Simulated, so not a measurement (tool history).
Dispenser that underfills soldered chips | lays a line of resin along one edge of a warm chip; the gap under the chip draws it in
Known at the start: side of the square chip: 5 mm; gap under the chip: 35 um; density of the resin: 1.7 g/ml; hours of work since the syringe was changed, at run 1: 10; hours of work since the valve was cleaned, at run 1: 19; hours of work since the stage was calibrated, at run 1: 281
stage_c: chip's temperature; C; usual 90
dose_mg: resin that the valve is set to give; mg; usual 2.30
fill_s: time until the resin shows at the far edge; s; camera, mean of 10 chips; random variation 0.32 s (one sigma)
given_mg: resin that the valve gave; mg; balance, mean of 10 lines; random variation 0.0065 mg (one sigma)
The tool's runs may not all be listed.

run   hour  stage_c  dose_mg  hours of work since the syringe was changed  hours of work since the valve was cleaned  hours of work since the stage was calibrated  fill_s  given_mg
  1    0.0       90     2.30                                           10                                         19                                           281    25.4     2.267
       4.0  -- new syringe of resin
  2   14.1       90     2.30                                            6                                         28                                           289    19.2     2.259
  3   21.2       90     2.02                                           11                                         32                                           294    28.1     1.980
      24.3  -- new syringe of resin
  4   33.3       90     2.02                                            6                                         39                                           301    17.8     1.970
  5   43.1       90     2.31                                           12                                         45                                           307    30.0     2.251
      44.2  -- new syringe of resin
  6   53.7       90     2.31                                            6                                         52                                           313    18.4     2.234
      57.0  -- dispensing valve cleaned and set on the balance
  7   61.6       90     2.92                                           10                                          3                                           318    26.1     2.923
      65.9  -- new syringe of resin
  8   69.8       90     2.92                                            2                                          8                                           323    13.4     2.907
  9   80.2       90     2.92                                            9                                         14                                           329    22.3     2.905
      86.2  -- new syringe of resin
 10   88.6       77     2.32                                            1                                         19                                           334    22.6     2.305
 11   98.5       97     2.21                                            8                                         25                                           340    15.9     2.176
     106.4  -- new syringe of resin
 12  107.7       88     2.57                                            1                                         31                                           346    12.8     2.527
 13  115.3       79     2.35                                            6                                         35                                           350    29.2     2.301
 14  124.4       87     2.88                                           11                                         41                                           356    33.0     2.813
     126.7  -- new syringe of resin
 15  135.8       87     2.36                                            6                                         48                                           363    19.9     2.284
     145.0  -- dispensing valve cleaned and set on the balance
     148.6  -- new syringe of resin
 16  148.7       87     2.36                                            0                                          2                                           370    13.0     2.364
 17  162.5       92     2.52                                            9                                         11                                           379    20.8     2.521
     168.4  -- new syringe of resin
 18  173.3       99     2.52                                            3                                         17                                           385     9.3     2.496

5 ways to go on from here, each from the tool as it stands after run 18. What would each give?
  A  187.0       78     2.52                                           12                                         26                                           394       ?         ?
  B  187.0       78     2.81                                           12                                         26                                           394       ?         ?
  C  187.0       86     2.15                                           12                                         26                                           394       ?         ?
  D  187.0       94     2.52                                           12                                         26                                           394       ?         ?
  E  187.0       85     2.72                                           12                                         26                                           394       ?         ?

run  fill_s  given_mg
  A    48.9     2.485
  B    49.7     2.755
  C    34.7     2.097
  D    25.0     2.490
  E    36.2     2.680
Without the tool's hidden state the same runs would have given:
run  fill_s  given_mg
  A    18.9     2.522
  B    19.2     2.796
  C    13.5     2.129
  D     9.9     2.527
  E    14.1     2.720
